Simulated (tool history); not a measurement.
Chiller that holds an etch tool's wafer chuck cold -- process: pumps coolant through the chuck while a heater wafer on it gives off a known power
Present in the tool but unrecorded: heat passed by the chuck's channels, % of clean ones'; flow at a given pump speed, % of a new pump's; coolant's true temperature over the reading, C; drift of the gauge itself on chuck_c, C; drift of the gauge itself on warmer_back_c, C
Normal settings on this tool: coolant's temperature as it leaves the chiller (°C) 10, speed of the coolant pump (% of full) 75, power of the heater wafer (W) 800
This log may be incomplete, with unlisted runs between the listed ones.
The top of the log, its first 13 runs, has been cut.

| run | hour | coolant's temperature as it leaves the chiller (°C) | speed of the coolant pump (% of full) | power of the heater wafer (W) | hours since the coolant was changed and the channels were flushed | hours since the pump was overhauled | hours since the chiller's thermometer was calibrated | chuck's temperature once it has settled (°C) | how much warmer the coolant comes back (C) |
|---|---|---|---|---|---|---|---|---|---|
| 14 | 648.4 | 10 | 75 | 800 | 4622 | 3367 | 2180 | 21.3 | 4.04 |
| 15 | 685.7 | 4 | 75 | 800 | 4659 | 3404 | 2217 | 15.3 | 4.06 |
| 16 | 734.2 | 14 | 75 | 800 | 4708 | 3453 | 2266 | 25.2 | 4.06 |
| 17 | 769.3 | 13 | 75 | 800 | 4743 | 3488 | 2301 | 24.2 | 4.08 |
| 18 | 828.8 | 6 | 91 | 665 | 4802 | 3547 | 2360 | 14.0 | 2.72 |
| 19 | 859.8 | 6 | 91 | 665 | 4833 | 3578 | 2391 | 14.0 | 2.72 |
| 20 | 921.1 | 6 | 91 | 665 | 4895 | 3640 | 2453 | 13.9 | 2.75 |
| 21 | 950.5 | 3 | 75 | 497 | 4924 | 3669 | 2482 | 10.0 | 2.50 |
| 22 | 998.1 | 11 | 64 | 763 | 4972 | 3717 | 2530 | 23.3 | 4.53 |
| 23 | 1059.9 | 11 | 64 | 763 | 5033 | 3779 | 2591 | 23.4 | 4.62 |
| 24 | 1089.0 | 4 | 99 | 615 | 5062 | 3808 | 2621 | 10.9 | 2.36 |
| 25 | 1130.3 | 4 | 99 | 615 | 5104 | 3849 | 2662 | 10.9 | 2.38 |
| 26 | 1161.4 | 5 | 82 | 403 | 5135 | 3880 | 2693 | 10.0 | 1.89 |
| 27 | 1215.4 | 19 | 75 | 423 | 5189 | 3934 | 2747 | 25.0 | 2.19 |
| 28 | 1264.3 | 9 | 75 | 549 | 5238 | 3983 | 2796 | 16.7 | 2.84 |
| 29 | 1316.0 | 10 | 96 | 800 | 5289 | 4035 | 2848 | 19.5 | 3.11 |
| 30 | 1352.4 | 10 | 92 | 604 | 5326 | 4071 | 2884 | 17.3 | 2.45 |
| 31 | 1413.8 | 10 | 92 | 604 | 5387 | 4132 | 2945 | 17.2 | 2.47 |

Here are 5 independent what-if runs from the current tool condition. What would each one return?
| A | 1480.4 | 10 | 67 | 604 | 5454 | 4199 | 3012 | ? | ? |
| B | 1480.4 | 0 | 96 | 736 | 5454 | 4199 | 3012 | ? | ? |
| C | 1480.4 | 17 | 65 | 501 | 5454 | 4199 | 3012 | ? | ? |
| D | 1480.4 | 10 | 92 | 433 | 5454 | 4199 | 3012 | ? | ? |
| E | 1480.4 | 15 | 97 | 1145 | 5454 | 4199 | 3012 | ? | ? |

| run | chuck's temperature once it has settled (°C) | how much warmer the coolant comes back (C) |
|---|---|---|
| A | 19.3 | 3.47 |
| B | 8.6 | 2.89 |
| C | 24.9 | 2.99 |
| D | 15.1 | 1.79 |
| E | 28.3 | 4.39 |
With no hidden state in the tool, these same runs would have given:
| run | chuck's temperature once it has settled (°C) | how much warmer the coolant comes back (C) |
|---|---|---|
| A | 18.5 | 3.29 |
| B | 7.9 | 2.74 |
| C | 24.3 | 2.84 |
| D | 14.8 | 1.70 |
| E | 27.1 | 4.16 |
